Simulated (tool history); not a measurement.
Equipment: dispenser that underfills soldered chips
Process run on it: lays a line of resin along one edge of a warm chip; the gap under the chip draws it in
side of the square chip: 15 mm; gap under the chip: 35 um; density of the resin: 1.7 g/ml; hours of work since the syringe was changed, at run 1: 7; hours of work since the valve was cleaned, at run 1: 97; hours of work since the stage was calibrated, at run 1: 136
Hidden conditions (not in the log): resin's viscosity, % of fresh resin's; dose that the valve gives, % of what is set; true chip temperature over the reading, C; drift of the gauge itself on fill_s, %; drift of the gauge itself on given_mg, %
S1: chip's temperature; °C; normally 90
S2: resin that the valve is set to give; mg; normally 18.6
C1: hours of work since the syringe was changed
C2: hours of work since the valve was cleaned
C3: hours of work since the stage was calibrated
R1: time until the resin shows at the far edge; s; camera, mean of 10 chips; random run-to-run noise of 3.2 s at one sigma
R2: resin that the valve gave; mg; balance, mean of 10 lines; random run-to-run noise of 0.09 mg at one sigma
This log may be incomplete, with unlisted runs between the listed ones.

{"run": 1, "hour": 0.0, "S1": 90, "S2": 18.6, "C1": 7, "C2": 97, "C3": 136, "R1": 418, "R2": 17.16}
{"run": 2, "hour": 2.4, "S1": 90, "S2": 22.2, "C1": 8, "C2": 98, "C3": 137, "R1": 424.7, "R2": 20.47}
{"run": 3, "hour": 5.4, "S1": 90, "S2": 22.2, "C1": 10, "C2": 100, "C3": 139, "R1": 452.6, "R2": 20.44}
{"hour": 6.1, "done": "new syringe of resin"}
{"run": 4, "hour": 9.6, "S1": 90, "S2": 22.2, "C1": 2, "C2": 103, "C3": 142, "R1": 339.3, "R2": 20.57}
{"run": 5, "hour": 13.2, "S1": 90, "S2": 16.1, "C1": 5, "C2": 105, "C3": 144, "R1": 405.7, "R2": 14.81}
{"run": 6, "hour": 16.6, "S1": 90, "S2": 16.1, "C1": 7, "C2": 107, "C3": 146, "R1": 443.2, "R2": 14.71}
{"run": 7, "hour": 19.5, "S1": 105, "S2": 18.6, "C1": 9, "C2": 109, "C3": 148, "R1": 281.1, "R2": 16.92}
{"hour": 23.0, "done": "new syringe of resin"}
{"run": 8, "hour": 24.7, "S1": 90, "S2": 16.9, "C1": 1, "C2": 112, "C3": 151, "R1": 343.7, "R2": 15.47}
{"hour": 26.9, "done": "dispensing valve cleaned and set on the balance"}
{"run": 9, "hour": 29.7, "S1": 90, "S2": 18.6, "C1": 4, "C2": 2, "C3": 154, "R1": 364.6, "R2": 18.61}
{"run": 10, "hour": 33.6, "S1": 90, "S2": 18.6, "C1": 6, "C2": 4, "C3": 156, "R1": 388.3, "R2": 18.43}
{"run": 11, "hour": 38.5, "S1": 90, "S2": 18.6, "C1": 9, "C2": 8, "C3": 159, "R1": 447, "R2": 18.51}
{"hour": 41.1, "done": "new syringe of resin"}
{"run": 12, "hour": 41.1, "S1": 90, "S2": 18.6, "C1": 0, "C2": 9, "C3": 161, "R1": 318.8, "R2": 18.57}
{"run": 13, "hour": 44.1, "S1": 90, "S2": 18.6, "C1": 2, "C2": 11, "C3": 163, "R1": 343.5, "R2": 18.28}
{"run": 14, "hour": 48.6, "S1": 81, "S2": 15.9, "C1": 5, "C2": 14, "C3": 166, "R1": 544.4, "R2": 15.75}
{"run": 15, "hour": 53.8, "S1": 81, "S2": 15.9, "C1": 8, "C2": 17, "C3": 169, "R1": 625.2, "R2": 15.74}
{"run": 16, "hour": 56.5, "S1": 81, "S2": 15.9, "C1": 10, "C2": 19, "C3": 171, "R1": 670.1, "R2": 15.71}
{"hour": 57.9, "done": "new syringe of resin"}
{"run": 17, "hour": 61.7, "S1": 81, "S2": 15.9, "C1": 2, "C2": 22, "C3": 174, "R1": 495.9, "R2": 15.73}
{"run": 18, "hour": 64.8, "S1": 100, "S2": 16, "C1": 4, "C2": 24, "C3": 176, "R1": 287.1, "R2": 15.81}
{"run": 19, "hour": 68.3, "S1": 87, "S2": 15.9, "C1": 7, "C2": 26, "C3": 178, "R1": 478.4, "R2": 15.75}
{"run": 20, "hour": 73.0, "S1": 81, "S2": 18.6, "C1": 10, "C2": 29, "C3": 181, "R1": 634.5, "R2": 18.32}

Here are 5 independent what-if runs from the current tool condition. What would each one return?
{"hour": 74.8, "done": "new syringe of resin"}
{"run": "A", "hour": 75.7, "S1": 89, "S2": 18.3, "C1": 1, "C2": 31, "C3": 183, "R1": "?", "R2": "?"}
{"hour": 74.8, "done": "new syringe of resin"}
{"run": "B", "hour": 75.7, "S1": 100, "S2": 19.4, "C1": 1, "C2": 31, "C3": 183, "R1": "?", "R2": "?"}
{"hour": 74.8, "done": "new syringe of resin"}
{"run": "C", "hour": 75.7, "S1": 90, "S2": 23.1, "C1": 1, "C2": 31, "C3": 183, "R1": "?", "R2": "?"}
{"hour": 74.8, "done": "new syringe of resin"}
{"run": "D", "hour": 75.7, "S1": 81, "S2": 23.4, "C1": 1, "C2": 31, "C3": 183, "R1": "?", "R2": "?"}
{"hour": 74.8, "done": "new syringe of resin"}
{"run": "E", "hour": 75.7, "S1": 90, "S2": 24, "C1": 1, "C2": 31, "C3": 183, "R1": "?", "R2": "?"}

run=A R1=335.1 R2=17.92
run=B R1=229.8 R2=19.03
run=C R1=308.4 R2=22.81
run=D R1=425.8 R2=22.86
run=E R1=310.4 R2=23.38
Had the tool no hidden state, the same runs would have come out as:
run=A R1=337.8 R2=18.32
run=B R1=231.6 R2=19.46
run=C R1=312 R2=23.32
run=D R1=431.5 R2=23.37
run=E R1=314.2 R2=23.9

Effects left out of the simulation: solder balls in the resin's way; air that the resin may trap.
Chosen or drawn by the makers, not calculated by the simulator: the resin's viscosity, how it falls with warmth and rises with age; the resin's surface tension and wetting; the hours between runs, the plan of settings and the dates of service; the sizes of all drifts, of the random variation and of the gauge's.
